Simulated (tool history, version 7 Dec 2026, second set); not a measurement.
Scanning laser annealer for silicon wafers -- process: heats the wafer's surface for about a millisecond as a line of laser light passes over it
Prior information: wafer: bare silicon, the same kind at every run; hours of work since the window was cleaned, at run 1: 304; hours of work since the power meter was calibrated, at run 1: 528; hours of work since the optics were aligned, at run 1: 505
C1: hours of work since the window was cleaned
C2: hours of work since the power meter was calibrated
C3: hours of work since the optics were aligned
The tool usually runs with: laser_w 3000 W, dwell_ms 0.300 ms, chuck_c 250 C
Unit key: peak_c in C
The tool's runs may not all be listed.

{"run": 1, "hour": 0.0, "laser_w": 3000, "dwell_ms": 0.3, "chuck_c": 250, "C1": 304, "C2": 528, "C3": 505, "peak_c": 1017}
{"run": 2, "hour": 17.0, "laser_w": 3000, "dwell_ms": 0.3, "chuck_c": 250, "C1": 314, "C2": 538, "C3": 515, "peak_c": 1014}
{"run": 3, "hour": 29.5, "laser_w": 3000, "dwell_ms": 0.3, "chuck_c": 250, "C1": 321, "C2": 546, "C3": 523, "peak_c": 1013}
{"run": 4, "hour": 41.1, "laser_w": 3000, "dwell_ms": 0.3, "chuck_c": 250, "C1": 328, "C2": 553, "C3": 530, "peak_c": 1012}
{"run": 5, "hour": 52.5, "laser_w": 3000, "dwell_ms": 0.3, "chuck_c": 250, "C1": 335, "C2": 560, "C3": 537, "peak_c": 1011}
{"run": 6, "hour": 61.7, "laser_w": 3000, "dwell_ms": 0.3, "chuck_c": 250, "C1": 341, "C2": 565, "C3": 542, "peak_c": 1012}
{"run": 7, "hour": 75.8, "laser_w": 3000, "dwell_ms": 0.3, "chuck_c": 250, "C1": 349, "C2": 574, "C3": 551, "peak_c": 1010}
{"run": 8, "hour": 90.6, "laser_w": 2981, "dwell_ms": 0.3, "chuck_c": 250, "C1": 358, "C2": 583, "C3": 560, "peak_c": 1009}
{"run": 9, "hour": 99.8, "laser_w": 2981, "dwell_ms": 0.3, "chuck_c": 250, "C1": 364, "C2": 588, "C3": 565, "peak_c": 1008}
{"run": 10, "hour": 118.9, "laser_w": 2981, "dwell_ms": 0.3, "chuck_c": 250, "C1": 375, "C2": 600, "C3": 577, "peak_c": 1004}
{"run": 11, "hour": 137.2, "laser_w": 2981, "dwell_ms": 0.3, "chuck_c": 250, "C1": 387, "C2": 611, "C3": 588, "peak_c": 1004}
{"run": 12, "hour": 158.7, "laser_w": 2981, "dwell_ms": 0.3, "chuck_c": 250, "C1": 400, "C2": 624, "C3": 601, "peak_c": 1004}
{"run": 13, "hour": 173.5, "laser_w": 2981, "dwell_ms": 0.3, "chuck_c": 250, "C1": 409, "C2": 633, "C3": 610, "peak_c": 1003}
{"run": 14, "hour": 185.3, "laser_w": 2981, "dwell_ms": 0.3, "chuck_c": 243, "C1": 416, "C2": 640, "C3": 617, "peak_c": 997}
{"run": 15, "hour": 197.7, "laser_w": 3000, "dwell_ms": 0.3, "chuck_c": 250, "C1": 423, "C2": 648, "C3": 625, "peak_c": 1009}
{"run": 16, "hour": 208.8, "laser_w": 3000, "dwell_ms": 0.3, "chuck_c": 250, "C1": 430, "C2": 654, "C3": 631, "peak_c": 1007}
{"run": 17, "hour": 219.8, "laser_w": 2647, "dwell_ms": 0.294, "chuck_c": 263, "C1": 437, "C2": 661, "C3": 638, "peak_c": 922}
{"run": 18, "hour": 229.0, "laser_w": 2647, "dwell_ms": 0.294, "chuck_c": 263, "C1": 442, "C2": 667, "C3": 644, "peak_c": 924}
{"run": 19, "hour": 250.7, "laser_w": 2647, "dwell_ms": 0.294, "chuck_c": 263, "C1": 455, "C2": 680, "C3": 657, "peak_c": 924}
{"run": 20, "hour": 260.7, "laser_w": 2746, "dwell_ms": 0.3, "chuck_c": 245, "C1": 461, "C2": 686, "C3": 663, "peak_c": 935}
{"run": 21, "hour": 279.6, "laser_w": 3175, "dwell_ms": 0.298, "chuck_c": 283, "C1": 473, "C2": 697, "C3": 674, "peak_c": 1076}
{"run": 22, "hour": 297.2, "laser_w": 2763, "dwell_ms": 0.3, "chuck_c": 238, "C1": 483, "C2": 708, "C3": 685, "peak_c": 933}
{"run": 23, "hour": 315.5, "laser_w": 2763, "dwell_ms": 0.3, "chuck_c": 238, "C1": 494, "C2": 719, "C3": 696, "peak_c": 929}
{"run": 24, "hour": 326.8, "laser_w": 3000, "dwell_ms": 0.265, "chuck_c": 223, "C1": 501, "C2": 726, "C3": 703, "peak_c": 935}
{"run": 25, "hour": 347.7, "laser_w": 3000, "dwell_ms": 0.265, "chuck_c": 223, "C1": 514, "C2": 738, "C3": 715, "peak_c": 934}
{"run": 26, "hour": 360.2, "laser_w": 3000, "dwell_ms": 0.265, "chuck_c": 223, "C1": 521, "C2": 746, "C3": 723, "peak_c": 929}
{"run": 27, "hour": 372.1, "laser_w": 3000, "dwell_ms": 0.265, "chuck_c": 223, "C1": 529, "C2": 753, "C3": 730, "peak_c": 930}
{"run": 28, "hour": 382.2, "laser_w": 3000, "dwell_ms": 0.265, "chuck_c": 283, "C1": 535, "C2": 759, "C3": 736, "peak_c": 988}
{"run": 29, "hour": 392.8, "laser_w": 3000, "dwell_ms": 0.265, "chuck_c": 283, "C1": 541, "C2": 766, "C3": 743, "peak_c": 989}

Each row is a separate what-if for the run after 29, all from the same tool condition, not one after another. Results?
{"run": "A", "hour": 412.1, "laser_w": 2688, "dwell_ms": 0.217, "chuck_c": 279, "C1": 553, "C2": 777, "C3": 754, "peak_c": "?"}
{"run": "B", "hour": 412.1, "laser_w": 3046, "dwell_ms": 0.224, "chuck_c": 215, "C1": 553, "C2": 777, "C3": 754, "peak_c": "?"}
{"run": "C", "hour": 412.1, "laser_w": 3190, "dwell_ms": 0.361, "chuck_c": 241, "C1": 553, "C2": 777, "C3": 754, "peak_c": "?"}
{"run": "D", "hour": 412.1, "laser_w": 3094, "dwell_ms": 0.265, "chuck_c": 283, "C1": 553, "C2": 777, "C3": 754, "peak_c": "?"}

run=A peak_c=857
run=B peak_c=881
run=C peak_c=1112
run=D peak_c=1014
Take away the tool's hidden state, keep each run's random variation, and the runs would have read:
run=A peak_c=884
run=B peak_c=912
run=C peak_c=1153
run=D peak_c=1047

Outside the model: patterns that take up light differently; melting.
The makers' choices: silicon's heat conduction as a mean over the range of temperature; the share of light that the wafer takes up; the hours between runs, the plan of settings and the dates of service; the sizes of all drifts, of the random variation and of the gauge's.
